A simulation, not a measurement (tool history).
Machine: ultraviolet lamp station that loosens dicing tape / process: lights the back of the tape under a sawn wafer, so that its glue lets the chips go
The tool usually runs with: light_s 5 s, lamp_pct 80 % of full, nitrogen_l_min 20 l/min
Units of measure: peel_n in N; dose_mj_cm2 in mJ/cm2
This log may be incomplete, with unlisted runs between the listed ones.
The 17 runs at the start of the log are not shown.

run   hour  light_s  lamp_pct  nitrogen_l_min  peel_n  dose_mj_cm2
 18  288.9        5        80              20   0.946          244
 19  310.1        5        80              20   0.988          236
 20  322.9        5        80              20   0.941          240
 21  342.9        5        80              33   0.762          236
 22  356.8        5        62              20   1.319          183
 23  381.1        5        91              13    1.04          270
 24  404.4        7        68              20   0.783          277
 25  422.8        7        68              20   0.785          274
 26  445.6        6        81              14   0.983          275
 27  466.6        7        80              29   0.498          316
 28  476.6        5        87              20   0.919          244
 29  496.9        7        60              20   0.991          231
 30  518.6        7        60              32   0.797          232
 31    536        7        60               7   1.718          231

Forecast run 32:
 32  546.8        7        60               7       ?            ?

{"run 32": {"peel_n": 1.686, "dose_mj_cm2": 225}}
With the hidden condition absent and the run-to-run variation left alone, this run would have shown peel_n 1.102 N, dose_mj_cm2 329 mJ/cm2.
